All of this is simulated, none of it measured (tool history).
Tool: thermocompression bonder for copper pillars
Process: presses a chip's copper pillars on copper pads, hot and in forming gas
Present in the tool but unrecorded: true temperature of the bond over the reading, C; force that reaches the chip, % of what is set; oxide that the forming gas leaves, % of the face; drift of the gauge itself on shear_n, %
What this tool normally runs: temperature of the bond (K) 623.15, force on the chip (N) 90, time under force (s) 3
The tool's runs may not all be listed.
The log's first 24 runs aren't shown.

run    hour  temperature of the bond (K)  force on the chip (N)  time under force (s)  hours of work since the heater was calibrated  hours of work since the force cell was calibrated  hours of work since the gas filter was changed  force that shears a chip off (N)
 25  1431.8                       604.15                     74                     5                                            739                                                693                                             383                              77.9
 26  1494.2                       613.15                     91                     2                                            769                                                723                                             413                              71.9
 27  1537.6                       623.15                     66                     2                                            790                                                744                                             434                              63.4
     1562.0  -- gauge calibrated
 28  1584.0                       611.15                     92                     2                                            813                                                767                                             456                              69.5
     1609.5  -- forming gas filter changed
 29  1636.4                       611.15                     92                     2                                            838                                                792                                              13                              69.5
 30  1695.0                       647.15                     66                     4                                            866                                                820                                              41                              91.6
     1738.7  -- force cell calibrated
 31  1774.4                       649.15                     77                     2                                            904                                                 17                                              79                              83.8
 32  1838.3                       635.15                     86                     2                                            935                                                 48                                             110                              80.7
 33  1903.5                       606.15                    127                     3                                            966                                                 80                                             142                              90.2
 34  1968.4                       615.15                     86                     3                                            998                                                111                                             173                              78.1
 35  2002.2                       615.15                     86                     3                                           1014                                                128                                             190                              78.8
 36  2080.2                       623.15                     80                     8                                           1052                                                165                                             227                             101.5
 37  2121.0                       623.15                    125                     4                                           1072                                                185                                             247                             104.8
 38  2173.7                       623.15                    125                     4                                           1097                                                211                                             273                             104.2
 39  2234.0                       609.15                    125                     5                                           1127                                                240                                             302                             101.4
 40  2285.1                       640.15                     81                     4                                           1151                                                265                                             326                              97.0
 41  2323.0                       640.15                     81                     4                                           1170                                                283                                             345                              97.1

Each row is a separate what-if for the run after 41, all from the same tool condition, not one after another. Results?
  A  2386.7                       623.15                     96                     7                                           1200                                                314                                             376                                 ?
  B  2386.7                       642.15                     81                     5                                           1200                                                314                                             376                                 ?
  C  2386.7                       640.15                     81                     7                                           1200                                                314                                             376                                 ?

run  force that shears a chip off (N)
  A                             105.5
  B                             102.1
  C                             107.8
Had the tool no hidden state, the same runs would have come out as:
run  force that shears a chip off (N)
  A                             104.5
  B                             101.1
  C                             106.8
